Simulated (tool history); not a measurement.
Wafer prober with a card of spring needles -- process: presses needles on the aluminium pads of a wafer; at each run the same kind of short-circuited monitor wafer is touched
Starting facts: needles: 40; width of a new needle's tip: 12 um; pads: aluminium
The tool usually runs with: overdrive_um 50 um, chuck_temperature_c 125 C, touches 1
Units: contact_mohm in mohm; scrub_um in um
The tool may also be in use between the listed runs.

run 1 hour=0.0 | overdrive_um=50 chuck_temperature_c=125 touches=1 | contact_mohm=211 scrub_um=12.15
-- hour=8.0 tips cleaned on abrasive film
-- hour=20.8 tips cleaned on abrasive film
run 2 hour=28.4 | overdrive_um=50 chuck_temperature_c=125 touches=1 | contact_mohm=217 scrub_um=12.10
-- hour=33.6 tips cleaned on abrasive film
-- hour=47.6 tips cleaned on abrasive film
run 3 hour=52.2 | overdrive_um=50 chuck_temperature_c=125 touches=1 | contact_mohm=206 scrub_um=12.05
-- hour=61.7 tips cleaned on abrasive film
-- hour=75.6 tips cleaned on abrasive film
run 4 hour=84.1 | overdrive_um=50 chuck_temperature_c=125 touches=1 | contact_mohm=221 scrub_um=11.99
-- hour=88.9 tips cleaned on abrasive film
-- hour=95.1 height of the first contact set anew
-- hour=103.9 tips cleaned on abrasive film
run 5 hour=104.4 | overdrive_um=50 chuck_temperature_c=125 touches=1 | contact_mohm=176 scrub_um=12.45
-- hour=116.1 tips cleaned on abrasive film
run 6 hour=120.9 | overdrive_um=50 chuck_temperature_c=125 touches=1 | contact_mohm=209 scrub_um=12.44
-- hour=130.4 tips cleaned on abrasive film
-- hour=142.7 tips cleaned on abrasive film
run 7 hour=154.4 | overdrive_um=50 chuck_temperature_c=125 touches=1 | contact_mohm=232 scrub_um=12.48
-- hour=157.0 tips cleaned on abrasive film
-- hour=169.6 tips cleaned on abrasive film
run 8 hour=171.1 | overdrive_um=50 chuck_temperature_c=125 touches=1 | contact_mohm=188 scrub_um=12.43
-- hour=182.1 tips cleaned on abrasive film
run 9 hour=190.6 | overdrive_um=50 chuck_temperature_c=125 touches=1 | contact_mohm=226 scrub_um=12.33
-- hour=194.8 tips cleaned on abrasive film
-- hour=207.4 tips cleaned on abrasive film
run 10 hour=207.4 | overdrive_um=50 chuck_temperature_c=125 touches=1 | contact_mohm=175 scrub_um=12.36
-- hour=220.9 tips cleaned on abrasive film
run 11 hour=225.9 | overdrive_um=50 chuck_temperature_c=125 touches=1 | contact_mohm=202 scrub_um=12.31
-- hour=235.2 tips cleaned on abrasive film
run 12 hour=240.9 | overdrive_um=50 chuck_temperature_c=125 touches=1 | contact_mohm=213 scrub_um=12.22
-- hour=249.2 tips cleaned on abrasive film
-- hour=263.0 tips cleaned on abrasive film
run 13 hour=266.4 | overdrive_um=50 chuck_temperature_c=125 touches=1 | contact_mohm=201 scrub_um=12.24
-- hour=275.8 tips cleaned on abrasive film
-- hour=289.3 tips cleaned on abrasive film
run 14 hour=296.7 | overdrive_um=39 chuck_temperature_c=125 touches=2 | contact_mohm=219 scrub_um=9.45
-- hour=301.7 tips cleaned on abrasive film
-- hour=314.9 tips cleaned on abrasive film
run 15 hour=315.6 | overdrive_um=50 chuck_temperature_c=89 touches=2 | contact_mohm=169 scrub_um=12.17
-- hour=329.1 tips cleaned on abrasive film
-- hour=341.5 tips cleaned on abrasive film
run 16 hour=350.5 | overdrive_um=50 chuck_temperature_c=125 touches=1 | contact_mohm=228 scrub_um=12.11
-- hour=354.8 tips cleaned on abrasive film
-- hour=368.1 tips cleaned on abrasive film
run 17 hour=374.4 | overdrive_um=64 chuck_temperature_c=125 touches=2 | contact_mohm=186 scrub_um=15.59
-- hour=382.8 tips cleaned on abrasive film
-- hour=396.8 tips cleaned on abrasive film
run 18 hour=403.1 | overdrive_um=33 chuck_temperature_c=35 touches=1 | contact_mohm=275 scrub_um=7.80
-- hour=410.8 tips cleaned on abrasive film
-- hour=422.9 tips cleaned on abrasive film
run 19 hour=422.9 | overdrive_um=45 chuck_temperature_c=36 touches=1 | contact_mohm=160 scrub_um=10.76
-- hour=436.4 tips cleaned on abrasive film
run 20 hour=442.2 | overdrive_um=49 chuck_temperature_c=66 touches=2 | contact_mohm=195 scrub_um=11.66
-- hour=449.1 tips cleaned on abrasive film
-- hour=463.0 tips cleaned on abrasive film
run 21 hour=464.6 | overdrive_um=34 chuck_temperature_c=66 touches=2 | contact_mohm=192 scrub_um=7.91
-- hour=475.6 tips cleaned on abrasive film
-- hour=483.8 height of the first contact set anew
run 22 hour=483.8 | overdrive_um=31 chuck_temperature_c=106 touches=3 | contact_mohm=219 scrub_um=7.78
-- hour=490.1 tips cleaned on abrasive film
-- hour=503.5 tips cleaned on abrasive film
run 23 hour=504.0 | overdrive_um=61 chuck_temperature_c=103 touches=2 | contact_mohm=166 scrub_um=15.23
-- hour=516.0 tips cleaned on abrasive film
run 24 hour=520.8 | overdrive_um=50 chuck_temperature_c=81 touches=2 | contact_mohm=184 scrub_um=12.42
-- hour=528.4 tips cleaned on abrasive film
-- hour=541.0 tips cleaned on abrasive film
run 25 hour=550.0 | overdrive_um=50 chuck_temperature_c=81 touches=2 | contact_mohm=199 scrub_um=12.39
-- hour=554.5 tips cleaned on abrasive film
-- hour=569.1 tips cleaned on abrasive film
run 26 hour=569.1 | overdrive_um=50 chuck_temperature_c=81 touches=2 | contact_mohm=162 scrub_um=12.35

Same runs, no hidden state in the tool, same run-to-run variation:
Hidden state at play: debris on the tips, nm; way that the needles fall short of the set height, um; tips' diameter, um; drift of the gauge itself on contact_mohm, %; drift of the gauge itself on scrub_um, %.
run=1 contact_mohm=168 scrub_um=12.55
run=2 contact_mohm=168 scrub_um=12.55
run=3 contact_mohm=168 scrub_um=12.54
run=4 contact_mohm=168 scrub_um=12.52
run=5 contact_mohm=167 scrub_um=12.48
run=6 contact_mohm=168 scrub_um=12.48
run=7 contact_mohm=168 scrub_um=12.56
run=8 contact_mohm=167 scrub_um=12.56
run=9 contact_mohm=169 scrub_um=12.48
run=10 contact_mohm=170 scrub_um=12.55
run=11 contact_mohm=163 scrub_um=12.51
run=12 contact_mohm=168 scrub_um=12.45
run=13 contact_mohm=167 scrub_um=12.52
run=14 contact_mohm=172 scrub_um=9.77
run=15 contact_mohm=160 scrub_um=12.54
run=16 contact_mohm=170 scrub_um=12.52
run=17 contact_mohm=167 scrub_um=16.04
run=18 contact_mohm=154 scrub_um=8.29
run=19 contact_mohm=153 scrub_um=11.30
run=20 contact_mohm=158 scrub_um=12.22
run=21 contact_mohm=162 scrub_um=8.51
run=22 contact_mohm=172 scrub_um=7.78
run=23 contact_mohm=162 scrub_um=15.27
run=24 contact_mohm=158 scrub_um=12.47
run=25 contact_mohm=160 scrub_um=12.49
run=26 contact_mohm=156 scrub_um=12.48
